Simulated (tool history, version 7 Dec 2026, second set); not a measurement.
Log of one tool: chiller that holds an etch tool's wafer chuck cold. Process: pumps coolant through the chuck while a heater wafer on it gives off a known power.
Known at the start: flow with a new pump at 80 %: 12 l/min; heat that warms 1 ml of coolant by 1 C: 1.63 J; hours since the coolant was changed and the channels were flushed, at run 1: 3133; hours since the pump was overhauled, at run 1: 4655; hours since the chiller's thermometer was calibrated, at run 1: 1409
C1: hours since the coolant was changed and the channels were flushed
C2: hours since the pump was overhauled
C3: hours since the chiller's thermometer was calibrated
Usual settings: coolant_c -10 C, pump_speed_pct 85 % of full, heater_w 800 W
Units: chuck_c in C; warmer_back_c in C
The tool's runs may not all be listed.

Run 1, hour 0.0: usual settings; C1 3133; C2 4655; C3 1409. Result: chuck_c -0.7 C, warmer_back_c 2.55 C.
Run 2, hour 86.0: usual settings; C1 3219; C2 4741; C3 1496. Result: chuck_c -0.7 C, warmer_back_c 2.52 C.
Run 3, hour 174.0: usual settings; C1 3307; C2 4829; C3 1583. Result: chuck_c -0.9 C, warmer_back_c 2.54 C.
Run 4, hour 263.2: usual settings; C1 3396; C2 4918; C3 1673. Result: chuck_c -0.4 C, warmer_back_c 2.56 C.
Run 5, hour 390.7: usual settings but heater_w 417 W; C1 3524; C2 5046; C3 1800. Result: chuck_c -5.1 C, warmer_back_c 1.37 C.
Run 6, hour 478.3: usual settings but heater_w 417 W; C1 3612; C2 5133; C3 1888. Result: chuck_c -4.8 C, warmer_back_c 1.36 C.
Run 7, hour 589.1: usual settings but heater_w 417 W; C1 3722; C2 5244; C3 1999. Result: chuck_c -5.0 C, warmer_back_c 1.31 C.
Run 8, hour 726.3: usual settings but heater_w 906 W; C1 3860; C2 5381; C3 2136. Result: chuck_c 0.7 C, warmer_back_c 2.87 C.
Run 9, hour 868.8: usual settings; C1 4002; C2 5524; C3 2278. Result: chuck_c -0.4 C, warmer_back_c 2.55 C.
Run 10, hour 972.8: usual settings; C1 4106; C2 5628; C3 2382. Result: chuck_c -0.5 C, warmer_back_c 2.58 C.
Run 11, hour 1054.8: usual settings; C1 4188; C2 5710; C3 2464. Result: chuck_c -0.3 C, warmer_back_c 2.57 C.
Run 12, hour 1156.5: usual settings; C1 4290; C2 5811; C3 2566. Result: chuck_c 0.0 C, warmer_back_c 2.57 C.
Run 13, hour 1229.5: usual settings; C1 4363; C2 5884; C3 2639. Result: chuck_c -0.3 C, warmer_back_c 2.62 C.
Run 14, hour 1351.9: usual settings; C1 4485; C2 6007; C3 2761. Result: chuck_c -0.3 C, warmer_back_c 2.61 C.
Run 15, hour 1420.4: usual settings; C1 4554; C2 6075; C3 2830. Result: chuck_c -0.3 C, warmer_back_c 2.62 C.
Run 16, hour 1478.5: usual settings but heater_w 1101 W; C1 4612; C2 6133; C3 2888. Result: chuck_c 3.6 C, warmer_back_c 3.58 C.
Run 17, hour 1605.2: usual settings but coolant_c -5 C, pump_speed_pct 66 % of full, heater_w 550 W; C1 4739; C2 6260; C3 3015. Result: chuck_c 3.3 C, warmer_back_c 2.29 C.
Run 18, hour 1692.3: usual settings but coolant_c -5 C, pump_speed_pct 66 % of full, heater_w 550 W; C1 4826; C2 6347; C3 3102. Result: chuck_c 3.1 C, warmer_back_c 2.27 C.
Run 19, hour 1751.9: usual settings but coolant_c -11 C, pump_speed_pct 78 % of full, heater_w 414 W; C1 4885; C2 6407; C3 3161. Result: chuck_c -5.4 C, warmer_back_c 1.50 C.
Run 20, hour 1842.3: usual settings but coolant_c -11 C, pump_speed_pct 78 % of full, heater_w 414 W; C1 4976; C2 6497; C3 3252. Result: chuck_c -5.4 C, warmer_back_c 1.53 C.
Run 21, hour 1924.0: usual settings but coolant_c -11 C, pump_speed_pct 78 % of full, heater_w 414 W; C1 5057; C2 6579; C3 3334. Result: chuck_c -5.4 C, warmer_back_c 1.43 C.
Run 22, hour 2057.3: usual settings but coolant_c -3 C, pump_speed_pct 78 % of full, heater_w 524 W; C1 5191; C2 6712; C3 3467. Result: chuck_c 4.1 C, warmer_back_c 1.84 C.
Run 23, hour 2167.7: usual settings but coolant_c -18 C, pump_speed_pct 82 % of full, heater_w 680 W; C1 5301; C2 6822; C3 3577. Result: chuck_c -9.2 C, warmer_back_c 2.28 C.
Run 24, hour 2237.5: usual settings but coolant_c -18 C, pump_speed_pct 82 % of full, heater_w 680 W; C1 5371; C2 6892; C3 3647. Result: chuck_c -9.1 C, warmer_back_c 2.33 C.
Run 25, hour 2306.4: usual settings but coolant_c -19 C, pump_speed_pct 84 % of full; C1 5440; C2 6961; C3 3716. Result: chuck_c -8.6 C, warmer_back_c 2.69 C.
Run 26, hour 2449.2: usual settings but coolant_c -19 C, pump_speed_pct 84 % of full; C1 5582; C2 7104; C3 3859. Result: chuck_c -8.6 C, warmer_back_c 2.70 C.
Run 27, hour 2545.3: usual settings but coolant_c -19 C, pump_speed_pct 84 % of full; C1 5679; C2 7200; C3 3955. Result: chuck_c -8.7 C, warmer_back_c 2.65 C.
Run 28, hour 2662.9: usual settings but coolant_c -13 C, pump_speed_pct 84 % of full, heater_w 1090 W; C1 5796; C2 7318; C3 4072. Result: chuck_c 1.2 C, warmer_back_c 3.65 C.
Run 29, hour 2734.8: usual settings but coolant_c -13 C, pump_speed_pct 84 % of full, heater_w 623 W; C1 5868; C2 7390; C3 4144. Result: chuck_c -4.8 C, warmer_back_c 2.04 C.
Run 30, hour 2851.0: usual settings but coolant_c -18 C, pump_speed_pct 88 % of full, heater_w 428 W; C1 5984; C2 7506; C3 4261. Result: chuck_c -12.3 C, warmer_back_c 1.41 C.
Run 31, hour 2962.3: usual settings but coolant_c -5 C, pump_speed_pct 68 % of full, heater_w 523 W; C1 6096; C2 7617; C3 4372. Result: chuck_c 3.0 C, warmer_back_c 2.13 C.

3 ways to go on from here, each from the tool as it stands after run 31. What would each give?
Run A, hour 3066.3: usual settings but coolant_c -13 C, pump_speed_pct 68 % of full, heater_w 523 W; C1 6200; C2 7721; C3 4476. Result: chuck_c ?, warmer_back_c ?.
Run B, hour 3066.3: usual settings but coolant_c -5 C, pump_speed_pct 73 % of full, heater_w 558 W; C1 6200; C2 7721; C3 4476. Result: chuck_c ?, warmer_back_c ?.
Run C, hour 3066.3: usual settings but coolant_c -16 C, pump_speed_pct 67 % of full, heater_w 616 W; C1 6200; C2 7721; C3 4476. Result: chuck_c ?, warmer_back_c ?.

run  chuck_c  warmer_back_c
  A     -4.8           2.17
  B      3.3           2.19
  C     -6.2           2.60
Without the tool's hidden state the same runs would have given:
run  chuck_c  warmer_back_c
  A     -7.1           1.88
  B      1.0           1.90
  C     -8.8           2.26

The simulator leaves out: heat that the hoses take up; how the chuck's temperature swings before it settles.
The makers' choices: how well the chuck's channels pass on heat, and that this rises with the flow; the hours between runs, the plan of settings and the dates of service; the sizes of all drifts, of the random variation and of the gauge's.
